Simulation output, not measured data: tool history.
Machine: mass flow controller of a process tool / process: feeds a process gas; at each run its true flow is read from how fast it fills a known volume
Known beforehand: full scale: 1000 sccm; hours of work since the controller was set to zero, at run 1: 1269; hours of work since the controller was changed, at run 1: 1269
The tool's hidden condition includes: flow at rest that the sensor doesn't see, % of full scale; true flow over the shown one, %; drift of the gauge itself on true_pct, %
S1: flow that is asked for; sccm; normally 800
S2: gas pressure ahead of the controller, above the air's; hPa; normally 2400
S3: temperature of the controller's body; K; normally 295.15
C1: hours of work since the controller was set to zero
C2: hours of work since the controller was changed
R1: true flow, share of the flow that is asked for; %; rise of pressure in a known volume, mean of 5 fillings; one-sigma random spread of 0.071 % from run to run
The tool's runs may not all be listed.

| run | hour | S1 | S2 | S3 | C1 | C2 | R1 |
|---|---|---|---|---|---|---|---|
| 1 | 0 | 800 | 2400 | 295.15 | 1269 | 1269 | 100.02 |
| 2 | 78 | 800 | 1460 | 295.15 | 1311 | 1311 | 99.45 |
| 3 | 157.2 | 800 | 1460 | 295.15 | 1353 | 1353 | 99.46 |
| 4 | 224.2 | 800 | 2400 | 308.15 | 1388 | 1388 | 100.26 |
| 5 | 337.7 | 800 | 2400 | 308.15 | 1448 | 1448 | 100.12 |
| 6 | 434.5 | 800 | 2400 | 308.15 | 1499 | 1499 | 99.97 |
| 7 | 489 | 800 | 2160 | 295.15 | 1528 | 1528 | 99.19 |
| 8 | 543.2 | 800 | 2160 | 295.15 | 1557 | 1557 | 99.11 |
| 9 | 603.8 | 800 | 2160 | 295.15 | 1589 | 1589 | 99.26 |
| 10 | 687.3 | 800 | 2400 | 295.15 | 1633 | 1633 | 99.02 |
| 11 | 772.1 | 800 | 2400 | 295.15 | 1678 | 1678 | 99.01 |
| 12 | 845.3 | 800 | 2400 | 295.15 | 1716 | 1716 | 98.88 |
| 13 | 939.3 | 800 | 2400 | 311.15 | 1766 | 1766 | 99.61 |
| 14 | 994.6 | 800 | 2400 | 295.15 | 1795 | 1795 | 98.6 |
| 15 | 1103.8 | 800 | 2400 | 295.15 | 1853 | 1853 | 98.47 |
| 16 | 1194.8 | 800 | 2400 | 295.15 | 1901 | 1901 | 98.55 |
| 17 | 1248.5 | 139 | 2400 | 295.15 | 1930 | 1930 | 98.16 |
| 18 | 1325.3 | 718 | 1970 | 301.15 | 1970 | 1970 | 98.56 |
| 19 | 1385.1 | 645 | 1920 | 312.15 | 2002 | 2002 | 99 |
| 20 | 1498.4 | 264 | 1950 | 305.15 | 2062 | 2062 | 98.48 |
| 21 | 1608.6 | 211 | 2400 | 312.15 | 2120 | 2120 | 98.58 |
| 22 | 1715.8 | 131 | 2100 | 303.15 | 2177 | 2177 | 97.88 |
| 23 | 1829.9 | 391 | 2030 | 299.15 | 2237 | 2237 | 97.86 |
| 24 | 1930.9 | 800 | 1640 | 295.15 | 2290 | 2290 | 97.51 |
|  | 2016.5 | gauge calibrated |
| 25 | 2027.9 | 800 | 2000 | 299.15 | 2342 | 2342 | 100.02 |
| 26 | 2119.5 | 285 | 1480 | 299.15 | 2390 | 2390 | 99.38 |
| 27 | 2220.1 | 328 | 2060 | 299.15 | 2443 | 2443 | 99.45 |
| 28 | 2322.7 | 578 | 2150 | 301.15 | 2498 | 2498 | 99.57 |
| 29 | 2385.3 | 578 | 2150 | 301.15 | 2531 | 2531 | 99.58 |
| 30 | 2463.3 | 578 | 2150 | 301.15 | 2572 | 2572 | 99.48 |
| 31 | 2561.5 | 578 | 2150 | 301.15 | 2624 | 2624 | 99.34 |
| 32 | 2609.6 | 578 | 2150 | 301.15 | 2649 | 2649 | 99.31 |
| 33 | 2693.4 | 459 | 2400 | 306.15 | 2694 | 2694 | 99.6 |

Alternative continuations, all from the tool just after run 33; predict every row:
| A | 2766 | 170 | 1460 | 295.15 | 2732 | 2732 | ? |
| B | 2766 | 800 | 2400 | 307.15 | 2732 | 2732 | ? |
| C | 2766 | 459 | 2400 | 305.15 | 2732 | 2732 | ? |
| D | 2766 | 442 | 1750 | 298.15 | 2732 | 2732 | ? |
| E | 2766 | 135 | 2400 | 295.15 | 2732 | 2732 | ? |

| run | R1 |
|---|---|
| A | 98.48 |
| B | 99.62 |
| C | 99.31 |
| D | 98.91 |
| E | 98.7 |
Without the tool's hidden state the same runs would have given:
| run | R1 |
|---|---|
| A | 99.33 |
| B | 100.47 |
| C | 100.16 |
| D | 99.75 |
| E | 99.54 |
